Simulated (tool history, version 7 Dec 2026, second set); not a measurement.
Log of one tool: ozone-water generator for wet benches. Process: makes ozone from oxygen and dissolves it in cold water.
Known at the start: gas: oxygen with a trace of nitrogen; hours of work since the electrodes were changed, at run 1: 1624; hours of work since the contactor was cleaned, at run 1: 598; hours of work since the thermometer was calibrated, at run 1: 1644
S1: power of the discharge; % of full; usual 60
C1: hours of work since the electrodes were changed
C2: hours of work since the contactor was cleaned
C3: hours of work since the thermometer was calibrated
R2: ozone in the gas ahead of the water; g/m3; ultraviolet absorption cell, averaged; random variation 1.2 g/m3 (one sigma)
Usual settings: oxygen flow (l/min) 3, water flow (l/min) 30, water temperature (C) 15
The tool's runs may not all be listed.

{"run": 1, "hour": 0.0, "S1": 60, "oxygen flow (l/min)": 3, "water flow (l/min)": 30, "water temperature (C)": 15, "C1": 1624, "C2": 598, "C3": 1644, "dissolved ozone (ppm)": 14.9, "R2": 223.5}
{"run": 2, "hour": 37.0, "S1": 60, "oxygen flow (l/min)": 3, "water flow (l/min)": 30, "water temperature (C)": 15, "C1": 1655, "C2": 629, "C3": 1674, "dissolved ozone (ppm)": 14.8, "R2": 224.7}
{"run": 3, "hour": 91.0, "S1": 60, "oxygen flow (l/min)": 1.78, "water flow (l/min)": 30, "water temperature (C)": 15, "C1": 1700, "C2": 674, "C3": 1719, "dissolved ozone (ppm)": 13.9, "R2": 319}
{"run": 4, "hour": 148.6, "S1": 60, "oxygen flow (l/min)": 3, "water flow (l/min)": 30, "water temperature (C)": 15, "C1": 1747, "C2": 721, "C3": 1767, "dissolved ozone (ppm)": 14.9, "R2": 222.2}
{"run": 5, "hour": 190.8, "S1": 60, "oxygen flow (l/min)": 3, "water flow (l/min)": 38, "water temperature (C)": 15, "C1": 1782, "C2": 756, "C3": 1802, "dissolved ozone (ppm)": 11.9, "R2": 225.5}
{"run": 6, "hour": 248.1, "S1": 50, "oxygen flow (l/min)": 3, "water flow (l/min)": 30, "water temperature (C)": 15, "C1": 1830, "C2": 804, "C3": 1849, "dissolved ozone (ppm)": 13.1, "R2": 196.6}
{"run": 7, "hour": 294.1, "S1": 50, "oxygen flow (l/min)": 3, "water flow (l/min)": 30, "water temperature (C)": 9, "C1": 1868, "C2": 842, "C3": 1887, "dissolved ozone (ppm)": 13.4, "R2": 198.4}
{"run": 8, "hour": 334.1, "S1": 60, "oxygen flow (l/min)": 3, "water flow (l/min)": 30, "water temperature (C)": 15, "C1": 1901, "C2": 875, "C3": 1920, "dissolved ozone (ppm)": 14.7, "R2": 224.3}
{"run": 9, "hour": 396.8, "S1": 60, "oxygen flow (l/min)": 3, "water flow (l/min)": 30, "water temperature (C)": 15, "C1": 1953, "C2": 927, "C3": 1972, "dissolved ozone (ppm)": 15, "R2": 224.6}
{"run": 10, "hour": 454.1, "S1": 60, "oxygen flow (l/min)": 2.34, "water flow (l/min)": 30, "water temperature (C)": 15, "C1": 2000, "C2": 974, "C3": 2020, "dissolved ozone (ppm)": 14.6, "R2": 262.7}
{"run": 11, "hour": 513.3, "S1": 44, "oxygen flow (l/min)": 3, "water flow (l/min)": 30, "water temperature (C)": 15, "C1": 2049, "C2": 1023, "C3": 2069, "dissolved ozone (ppm)": 11.8, "R2": 178.9}
{"run": 12, "hour": 540.1, "S1": 44, "oxygen flow (l/min)": 3, "water flow (l/min)": 30, "water temperature (C)": 15, "C1": 2072, "C2": 1046, "C3": 2091, "dissolved ozone (ppm)": 12.1, "R2": 177.3}
{"run": 13, "hour": 578.7, "S1": 44, "oxygen flow (l/min)": 3, "water flow (l/min)": 30, "water temperature (C)": 15, "C1": 2104, "C2": 1077, "C3": 2123, "dissolved ozone (ppm)": 11.8, "R2": 178.3}
{"run": 14, "hour": 619.5, "S1": 44, "oxygen flow (l/min)": 3, "water flow (l/min)": 30, "water temperature (C)": 15, "C1": 2137, "C2": 1111, "C3": 2157, "dissolved ozone (ppm)": 11.7, "R2": 179}
{"hour": 623.4, "done": "water thermometer calibrated"}
{"run": 15, "hour": 676.5, "S1": 44, "oxygen flow (l/min)": 3, "water flow (l/min)": 30, "water temperature (C)": 15, "C1": 2184, "C2": 1158, "C3": 44, "dissolved ozone (ppm)": 11.7, "R2": 177.5}
{"run": 16, "hour": 717.3, "S1": 44, "oxygen flow (l/min)": 3, "water flow (l/min)": 30, "water temperature (C)": 15, "C1": 2218, "C2": 1192, "C3": 78, "dissolved ozone (ppm)": 11.9, "R2": 179.9}
{"run": 17, "hour": 752.0, "S1": 44, "oxygen flow (l/min)": 4.22, "water flow (l/min)": 30, "water temperature (C)": 10, "C1": 2247, "C2": 1221, "C3": 107, "dissolved ozone (ppm)": 12.7, "R2": 140.6}
{"run": 18, "hour": 781.2, "S1": 96, "oxygen flow (l/min)": 4.22, "water flow (l/min)": 30, "water temperature (C)": 10, "C1": 2271, "C2": 1245, "C3": 131, "dissolved ozone (ppm)": 21.8, "R2": 248.1}
{"run": 19, "hour": 837.0, "S1": 92, "oxygen flow (l/min)": 4.22, "water flow (l/min)": 22, "water temperature (C)": 10, "C1": 2317, "C2": 1291, "C3": 177, "dissolved ozone (ppm)": 27.6, "R2": 239.4}
{"hour": 842.7, "done": "water thermometer calibrated, once more"}
{"run": 20, "hour": 880.2, "S1": 92, "oxygen flow (l/min)": 3.36, "water flow (l/min)": 22, "water temperature (C)": 9, "C1": 2352, "C2": 1326, "C3": 31, "dissolved ozone (ppm)": 27.9, "R2": 278.9}
{"run": 21, "hour": 913.1, "S1": 64, "oxygen flow (l/min)": 3, "water flow (l/min)": 30, "water temperature (C)": 16, "C1": 2380, "C2": 1354, "C3": 58, "dissolved ozone (ppm)": 15.3, "R2": 232.3}
{"run": 22, "hour": 962.1, "S1": 84, "oxygen flow (l/min)": 3.16, "water flow (l/min)": 47, "water temperature (C)": 16, "C1": 2420, "C2": 1394, "C3": 99, "dissolved ozone (ppm)": 11.9, "R2": 271.3}
{"run": 23, "hour": 1020.5, "S1": 87, "oxygen flow (l/min)": 4.89, "water flow (l/min)": 22, "water temperature (C)": 12, "C1": 2469, "C2": 1442, "C3": 147, "dissolved ozone (ppm)": 25.6, "R2": 204.8}
{"run": 24, "hour": 1067.4, "S1": 87, "oxygen flow (l/min)": 1.75, "water flow (l/min)": 22, "water temperature (C)": 12, "C1": 2507, "C2": 1481, "C3": 186, "dissolved ozone (ppm)": 24.4, "R2": 422.5}

Run 25 comes next. What will it give?
{"run": 25, "hour": 1112.1, "S1": 87, "oxygen flow (l/min)": 1.75, "water flow (l/min)": 22, "water temperature (C)": 12, "C1": 2544, "C2": 1518, "C3": 223, "dissolved ozone (ppm)": "?", "R2": "?"}

dissolved ozone (ppm): 24.4
R2: 416.7 g/m3
Without the tool's hidden state the same run would have given dissolved ozone (ppm) 25.6, R2 431.1 g/m3.
